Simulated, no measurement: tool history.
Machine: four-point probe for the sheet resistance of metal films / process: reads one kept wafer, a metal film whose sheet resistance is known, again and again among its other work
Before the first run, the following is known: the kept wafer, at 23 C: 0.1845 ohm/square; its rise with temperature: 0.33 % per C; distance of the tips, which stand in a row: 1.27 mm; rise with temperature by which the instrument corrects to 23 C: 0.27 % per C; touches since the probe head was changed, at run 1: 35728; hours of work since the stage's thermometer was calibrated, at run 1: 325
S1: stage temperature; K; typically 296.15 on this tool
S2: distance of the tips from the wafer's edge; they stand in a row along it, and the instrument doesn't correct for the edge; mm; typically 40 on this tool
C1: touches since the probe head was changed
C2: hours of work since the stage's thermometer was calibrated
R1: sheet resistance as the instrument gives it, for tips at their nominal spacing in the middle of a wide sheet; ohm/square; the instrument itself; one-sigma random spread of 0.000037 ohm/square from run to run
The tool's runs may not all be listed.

{"run": 1, "hour": 0.0, "S1": 296.15, "S2": 40, "C1": 35728, "C2": 325, "R1": 0.184615}
{"run": 2, "hour": 28.2, "S1": 296.15, "S2": 40, "C1": 36897, "C2": 347, "R1": 0.18462}
{"run": 3, "hour": 43.2, "S1": 296.15, "S2": 40, "C1": 37516, "C2": 358, "R1": 0.184563}
{"run": 4, "hour": 74.3, "S1": 296.15, "S2": 40, "C1": 38806, "C2": 382, "R1": 0.184559}
{"run": 5, "hour": 101.2, "S1": 301.15, "S2": 40, "C1": 39920, "C2": 403, "R1": 0.185108}
{"run": 6, "hour": 134.2, "S1": 305.15, "S2": 40, "C1": 41286, "C2": 428, "R1": 0.185556}
{"run": 7, "hour": 164.8, "S1": 305.15, "S2": 40, "C1": 42553, "C2": 452, "R1": 0.185529}
{"run": 8, "hour": 180.3, "S1": 306.15, "S2": 40, "C1": 43197, "C2": 464, "R1": 0.1856}
{"run": 9, "hour": 211.1, "S1": 296.15, "S2": 24, "C1": 44471, "C2": 488, "R1": 0.184758}
{"run": 10, "hour": 230.7, "S1": 296.15, "S2": 5, "C1": 45285, "C2": 503, "R1": 0.190719}
{"run": 11, "hour": 248.5, "S1": 291.15, "S2": 40, "C1": 46020, "C2": 516, "R1": 0.184028}
{"run": 12, "hour": 267.6, "S1": 291.15, "S2": 40, "C1": 46812, "C2": 531, "R1": 0.184069}
{"run": 13, "hour": 293.8, "S1": 291.15, "S2": 40, "C1": 47899, "C2": 551, "R1": 0.184029}
{"run": 14, "hour": 320.0, "S1": 292.15, "S2": 12, "C1": 48984, "C2": 572, "R1": 0.185172}
{"run": 15, "hour": 350.8, "S1": 292.15, "S2": 12, "C1": 50257, "C2": 595, "R1": 0.18516}
{"run": 16, "hour": 382.9, "S1": 296.15, "S2": 37, "C1": 51589, "C2": 620, "R1": 0.184608}
{"run": 17, "hour": 397.1, "S1": 292.15, "S2": 21, "C1": 52175, "C2": 631, "R1": 0.184436}
{"run": 18, "hour": 422.4, "S1": 299.15, "S2": 11, "C1": 53222, "C2": 650, "R1": 0.186158}
{"run": 19, "hour": 437.8, "S1": 299.15, "S2": 11, "C1": 53862, "C2": 662, "R1": 0.186091}
{"run": 20, "hour": 463.4, "S1": 296.15, "S2": 72, "C1": 54924, "C2": 682, "R1": 0.184574}
{"run": 21, "hour": 488.9, "S1": 296.15, "S2": 72, "C1": 55977, "C2": 702, "R1": 0.184515}
{"run": 22, "hour": 518.3, "S1": 302.15, "S2": 3, "C1": 57197, "C2": 724, "R1": 0.201258}

Each row is a separate what-if for the run after 22, all from the same tool condition, not one after another. Results?
{"run": "A", "hour": 551.7, "S1": 291.15, "S2": 43, "C1": 58581, "C2": 750, "R1": "?"}
{"run": "B", "hour": 551.7, "S1": 296.15, "S2": 66, "C1": 58581, "C2": 750, "R1": "?"}
{"run": "C", "hour": 551.7, "S1": 302.15, "S2": 5, "C1": 58581, "C2": 750, "R1": "?"}
{"run": "D", "hour": 551.7, "S1": 296.15, "S2": 11, "C1": 58581, "C2": 750, "R1": "?"}

run=A R1=0.184017
run=B R1=0.184544
run=C R1=0.191313
run=D R1=0.185785
Had the tool no hidden state, the same runs would have come out as:
run=A R1=0.184025
run=B R1=0.184552
run=C R1=0.191321
run=D R1=0.185793
